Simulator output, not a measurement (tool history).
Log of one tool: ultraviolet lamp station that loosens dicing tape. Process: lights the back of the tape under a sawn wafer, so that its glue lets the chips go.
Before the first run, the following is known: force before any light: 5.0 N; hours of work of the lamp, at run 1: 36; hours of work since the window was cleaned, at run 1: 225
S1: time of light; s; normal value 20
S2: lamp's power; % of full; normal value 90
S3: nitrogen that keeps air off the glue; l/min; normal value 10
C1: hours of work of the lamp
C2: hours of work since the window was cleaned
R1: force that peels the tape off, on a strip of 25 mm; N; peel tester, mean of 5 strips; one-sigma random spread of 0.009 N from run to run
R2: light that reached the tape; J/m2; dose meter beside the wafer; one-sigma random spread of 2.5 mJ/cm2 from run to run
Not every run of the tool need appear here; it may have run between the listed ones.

{"run": 1, "day": 0.0, "S1": 20, "S2": 90, "S3": 10, "C1": 36, "C2": 225, "R1": 0.424, "R2": 2810}
{"run": 2, "day": 0.45, "S1": 20, "S2": 90, "S3": 10, "C1": 43, "C2": 232, "R1": 0.416, "R2": 2820}
{"run": 3, "day": 0.925, "S1": 20, "S2": 85, "S3": 10, "C1": 50, "C2": 239, "R1": 0.474, "R2": 2630}
{"run": 4, "day": 1.3, "S1": 20, "S2": 85, "S3": 14, "C1": 56, "C2": 245, "R1": 0.396, "R2": 2600}
{"run": 5, "day": 1.871, "S1": 20, "S2": 85, "S3": 14, "C1": 65, "C2": 254, "R1": 0.381, "R2": 2620}
{"run": 6, "day": 2.404, "S1": 20, "S2": 85, "S3": 14, "C1": 73, "C2": 262, "R1": 0.397, "R2": 2620}
{"run": 7, "day": 2.788, "S1": 20, "S2": 85, "S3": 14, "C1": 79, "C2": 268, "R1": 0.384, "R2": 2610}
{"run": 8, "day": 3.212, "S1": 20, "S2": 85, "S3": 14, "C1": 86, "C2": 275, "R1": 0.394, "R2": 2650}
{"run": 9, "day": 3.721, "S1": 20, "S2": 85, "S3": 14, "C1": 94, "C2": 282, "R1": 0.369, "R2": 2610}
{"run": 10, "day": 4.325, "S1": 20, "S2": 85, "S3": 14, "C1": 103, "C2": 292, "R1": 0.395, "R2": 2580}
{"run": 11, "day": 4.879, "S1": 20, "S2": 85, "S3": 14, "C1": 111, "C2": 300, "R1": 0.397, "R2": 2600}
{"run": 12, "day": 5.417, "S1": 20, "S2": 85, "S3": 14, "C1": 120, "C2": 309, "R1": 0.397, "R2": 2590}
{"run": 13, "day": 6.008, "S1": 20, "S2": 85, "S3": 14, "C1": 129, "C2": 318, "R1": 0.402, "R2": 2580}
{"run": 14, "day": 6.458, "S1": 20, "S2": 90, "S3": 10, "C1": 136, "C2": 325, "R1": 0.453, "R2": 2670}
{"run": 15, "day": 6.942, "S1": 20, "S2": 90, "S3": 10, "C1": 143, "C2": 332, "R1": 0.465, "R2": 2690}
{"run": 16, "day": 7.529, "S1": 20, "S2": 90, "S3": 10, "C1": 153, "C2": 341, "R1": 0.444, "R2": 2630}
{"run": 17, "day": 7.983, "S1": 20, "S2": 90, "S3": 10, "C1": 160, "C2": 348, "R1": 0.471, "R2": 2660}
{"run": 18, "day": 8.446, "S1": 20, "S2": 90, "S3": 10, "C1": 167, "C2": 356, "R1": 0.452, "R2": 2660}
{"run": 19, "day": 8.958, "S1": 20, "S2": 90, "S3": 10, "C1": 175, "C2": 364, "R1": 0.456, "R2": 2620}
{"run": 20, "day": 9.508, "S1": 20, "S2": 69, "S3": 10, "C1": 183, "C2": 372, "R1": 0.737, "R2": 2000}
{"run": 21, "day": 10.05, "S1": 20, "S2": 69, "S3": 10, "C1": 192, "C2": 380, "R1": 0.75, "R2": 2010}
{"run": 22, "day": 10.462, "S1": 14, "S2": 74, "S3": 20, "C1": 198, "C2": 387, "R1": 0.835, "R2": 1510}
{"day": 10.512, "done": "window cleaned of glue's vapour"}
{"run": 23, "day": 10.846, "S1": 14, "S2": 74, "S3": 20, "C1": 204, "C2": 5, "R1": 0.885, "R2": 1450}
{"run": 24, "day": 11.167, "S1": 27, "S2": 74, "S3": 4, "C1": 209, "C2": 10, "R1": 0.811, "R2": 2840}
{"run": 25, "day": 11.471, "S1": 12, "S2": 63, "S3": 9, "C1": 213, "C2": 15, "R1": 1.792, "R2": 1040}
{"run": 26, "day": 11.917, "S1": 25, "S2": 75, "S3": 5, "C1": 220, "C2": 22, "R1": 0.747, "R2": 2640}
{"run": 27, "day": 12.342, "S1": 23, "S2": 90, "S3": 11, "C1": 227, "C2": 28, "R1": 0.376, "R2": 2950}
{"day": 12.879, "done": "window cleaned of glue's vapour, once more"}
{"run": 28, "day": 12.908, "S1": 23, "S2": 90, "S3": 11, "C1": 235, "C2": 0, "R1": 0.33, "R2": 3110}
{"run": 29, "day": 13.358, "S1": 23, "S2": 90, "S3": 11, "C1": 242, "C2": 7, "R1": 0.329, "R2": 3130}
{"run": 30, "day": 13.725, "S1": 37, "S2": 78, "S3": 3, "C1": 248, "C2": 13, "R1": 0.448, "R2": 4380}
{"run": 31, "day": 14.104, "S1": 12, "S2": 93, "S3": 5, "C1": 254, "C2": 19, "R1": 1.43, "R2": 1680}
{"run": 32, "day": 14.446, "S1": 12, "S2": 93, "S3": 5, "C1": 259, "C2": 24, "R1": 1.471, "R2": 1670}
{"run": 33, "day": 15.042, "S1": 12, "S2": 93, "S3": 5, "C1": 268, "C2": 34, "R1": 1.471, "R2": 1700}
{"run": 34, "day": 15.325, "S1": 18, "S2": 90, "S3": 5, "C1": 273, "C2": 38, "R1": 0.876, "R2": 2400}
{"run": 35, "day": 15.667, "S1": 39, "S2": 90, "S3": 8, "C1": 278, "C2": 43, "R1": 0.209, "R2": 5270}
{"run": 36, "day": 15.921, "S1": 33, "S2": 69, "S3": 6, "C1": 282, "C2": 47, "R1": 0.43, "R2": 3390}
{"run": 37, "day": 16.171, "S1": 13, "S2": 90, "S3": 12, "C1": 286, "C2": 51, "R1": 0.872, "R2": 1740}
{"run": 38, "day": 16.45, "S1": 13, "S2": 90, "S3": 12, "C1": 290, "C2": 55, "R1": 0.817, "R2": 1720}
{"run": 39, "day": 16.929, "S1": 12, "S2": 97, "S3": 6, "C1": 298, "C2": 63, "R1": 1.247, "R2": 1730}
{"run": 40, "day": 17.288, "S1": 12, "S2": 97, "S3": 4, "C1": 303, "C2": 68, "R1": 1.583, "R2": 1720}
{"run": 41, "day": 17.667, "S1": 12, "S2": 97, "S3": 4, "C1": 309, "C2": 74, "R1": 1.517, "R2": 1740}
{"run": 42, "day": 18.092, "S1": 12, "S2": 97, "S3": 4, "C1": 316, "C2": 81, "R1": 1.572, "R2": 1720}

Each row is a separate what-if for the run after 42, all from the same tool condition, not one after another. Results?
{"run": "A", "day": 18.588, "S1": 12, "S2": 89, "S3": 10, "C1": 323, "C2": 88, "R1": "?", "R2": "?"}
{"run": "B", "day": 18.588, "S1": 12, "S2": 81, "S3": 6, "C1": 323, "C2": 88, "R1": "?", "R2": "?"}
{"run": "C", "day": 18.588, "S1": 12, "S2": 72, "S3": 4, "C1": 323, "C2": 88, "R1": "?", "R2": "?"}
{"run": "D", "day": 18.588, "S1": 20, "S2": 64, "S3": 10, "C1": 323, "C2": 88, "R1": "?", "R2": "?"}
{"run": "E", "day": 18.588, "S1": 30, "S2": 85, "S3": 15, "C1": 323, "C2": 88, "R1": "?", "R2": "?"}

run=A R1=1.107 R2=1540
run=B R1=1.596 R2=1430
run=C R1=2.071 R2=1240
run=D R1=0.843 R2=1890
run=E R1=0.224 R2=3720
What these runs would have given with no unlogged condition in the tool:
run=A R1=0.903 R2=1780
run=B R1=1.357 R2=1640
run=C R1=1.826 R2=1430
run=D R1=0.672 R2=2170
run=E R1=0.199 R2=4280
